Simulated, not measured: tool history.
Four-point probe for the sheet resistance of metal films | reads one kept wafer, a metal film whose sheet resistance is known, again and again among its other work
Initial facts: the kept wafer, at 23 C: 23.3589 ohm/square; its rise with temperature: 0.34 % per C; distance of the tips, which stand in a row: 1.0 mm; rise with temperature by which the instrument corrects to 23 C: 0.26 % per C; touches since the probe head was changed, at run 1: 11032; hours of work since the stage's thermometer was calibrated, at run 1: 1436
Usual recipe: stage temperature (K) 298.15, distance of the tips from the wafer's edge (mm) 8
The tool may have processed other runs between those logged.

run   hour  stage temperature (K)  distance of the tips from the wafer's edge (mm)  touches since the probe head was changed  hours of work since the stage's thermometer was calibrated  sheet resistance as the instrument gives it (ohm/square)
  1      0                 298.15                                                8                                     11032                                                        1436                                                 23.505627
  2   13.3                 296.15                                                8                                     11525                                                        1444                                                 23.470163
  3   44.5                 296.15                                                8                                     12681                                                        1465                                                 23.470844
  4   71.5                 298.15                                                8                                     13679                                                        1483                                                 23.511437
  5   97.7                 298.15                                                8                                     14649                                                        1500                                                 23.507698
  6  121.5                 298.15                                                8                                     15529                                                        1516                                                 23.511184
  7    150                 305.15                                                8                                     16583                                                        1535                                                 23.647573
  8  164.8                 298.15                                               53                                     17133                                                        1545                                                 23.304339
  9  191.7                 298.15                                                8                                     18129                                                        1563                                                 23.500872
 10    210                 293.15                                                8                                     18804                                                        1575                                                 23.392843
 11    232                 298.15                                                8                                     19619                                                        1589                                                 23.497795
 12  253.5                 298.15                                               10                                     20414                                                        1604                                                 23.421561
 13  286.4                 298.15                                               10                                     21634                                                        1626                                                 23.428073

Run 14, settings as shown, results not yet in. Your forecast:
 14  302.7                 298.15                                               27                                     22235                                                        1636                                                         ?

{"run 14": {"sheet resistance as the instrument gives it (ohm/square)": 23.312718}}
With the hidden condition absent and the run-to-run variation left alone, this run would have shown sheet resistance as the instrument gives it (ohm/square) 23.41471.
